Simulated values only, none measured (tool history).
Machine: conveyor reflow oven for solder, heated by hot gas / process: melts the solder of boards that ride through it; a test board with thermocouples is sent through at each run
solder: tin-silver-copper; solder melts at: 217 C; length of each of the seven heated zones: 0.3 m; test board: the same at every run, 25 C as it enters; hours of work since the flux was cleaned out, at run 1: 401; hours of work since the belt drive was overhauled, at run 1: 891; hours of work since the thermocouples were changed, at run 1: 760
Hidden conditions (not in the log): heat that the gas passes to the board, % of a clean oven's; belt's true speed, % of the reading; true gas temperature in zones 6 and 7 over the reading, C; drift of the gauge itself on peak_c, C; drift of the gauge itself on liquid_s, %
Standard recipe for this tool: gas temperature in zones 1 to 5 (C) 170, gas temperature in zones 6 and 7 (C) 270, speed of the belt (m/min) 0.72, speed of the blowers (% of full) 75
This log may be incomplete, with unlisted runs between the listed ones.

run	hour	gas temperature in zones 1 to 5 (C)	gas temperature in zones 6 and 7 (C)	speed of the belt (m/min)	speed of the blowers (% of full)	hours of work since the flux was cleaned out	hours of work since the belt drive was overhauled	hours of work since the thermocouples were changed	highest temperature of the board (C)	time above the solder's melting point (s)
1	0	170	270	0.72	75	401	891	760	259.7	40.8
2	13	170	270	0.616	75	411	901	770	262.9	50.2
3	27.3	170	270	0.616	75	422	912	780	262.4	49.7
4	53.6	170	270	0.616	75	441	931	800	262.6	50.1
5	78.9	170	270	0.616	75	460	950	819	262.8	50.4
6	103.8	170	270	0.616	75	478	968	837	262.8	50.7
# hour 116.4: flux residue cleaned out of gas plates and filters
7	132.1	170	270	0.616	75	12	986	854	265.7	51.6
8	156.9	170	270	0.616	75	30	1004	873	264.7	51.1
# hour 186.7: belt drive overhauled, speed set with a stopwatch
9	191.1	170	270	0.616	79	52	3	895	266.1	52
10	221.5	170	271	0.616	79	75	26	918	267	52.8
11	239.6	166	271	0.616	79	88	39	931	265.7	52.1
12	259.5	166	271	0.616	79	103	54	946	266.1	52
13	272.7	166	271	0.749	79	113	64	956	261.6	40.4
# hour 296.4: belt drive overhauled, speed set with a stopwatch, once more
14	306.8	170	270	0.72	75	135	8	978	260.1	40.7
15	322	161	270	0.63	75	147	19	989	262.6	46.5
16	338.2	170	270	0.72	61	159	31	1001	255.9	38.6
17	358.1	181	266	0.72	61	173	46	1016	254.6	40.7
18	380	181	266	0.72	61	190	62	1032	254.8	39.2
19	396.2	161	262	0.732	55	202	74	1044	245.4	29.9
20	426.6	182	260	0.849	72	224	97	1067	247.1	30.7
21	441.9	182	260	0.68	72	236	108	1078	253.5	43.4
22	455.1	170	259	0.72	83	245	118	1088	251.2	37.5
23	481.4	170	278	0.749	72	265	137	1108	264.8	40.7
24	511.4	165	278	0.679	55	287	159	1130	262.7	42.5
# hour 535.3: thermocouples of zones 6 and 7 changed
25	540.6	165	278	0.679	55	307	180	4	260.3	42.1
26	559.3	171	260	0.673	52	321	194	18	244.2	34.8
27	588.4	161	276	0.608	74	343	215	39	266	49.1
28	614.9	161	276	0.608	74	362	235	59	265.4	49.6

Below are 4 alternative next runs, each starting from the tool's condition after run 28. Predict each:
A	642.3	165	281	0.608	61	383	255	79	?	?
B	642.3	170	270	0.822	75	383	255	79	?	?
C	642.3	161	276	0.837	74	383	255	79	?	?
D	642.3	177	269	0.608	74	383	255	79	?	?

run	highest temperature of the board (C)	time above the solder's melting point (s)
A	267.4	49.5
B	251.9	32.6
C	254.7	30.5
D	260	51
Without the tool's unlogged condition, the same runs would have read:
run	highest temperature of the board (C)	time above the solder's melting point (s)
A	269	49.9
B	254.3	33.7
C	257.5	31.7
D	261.5	51.4

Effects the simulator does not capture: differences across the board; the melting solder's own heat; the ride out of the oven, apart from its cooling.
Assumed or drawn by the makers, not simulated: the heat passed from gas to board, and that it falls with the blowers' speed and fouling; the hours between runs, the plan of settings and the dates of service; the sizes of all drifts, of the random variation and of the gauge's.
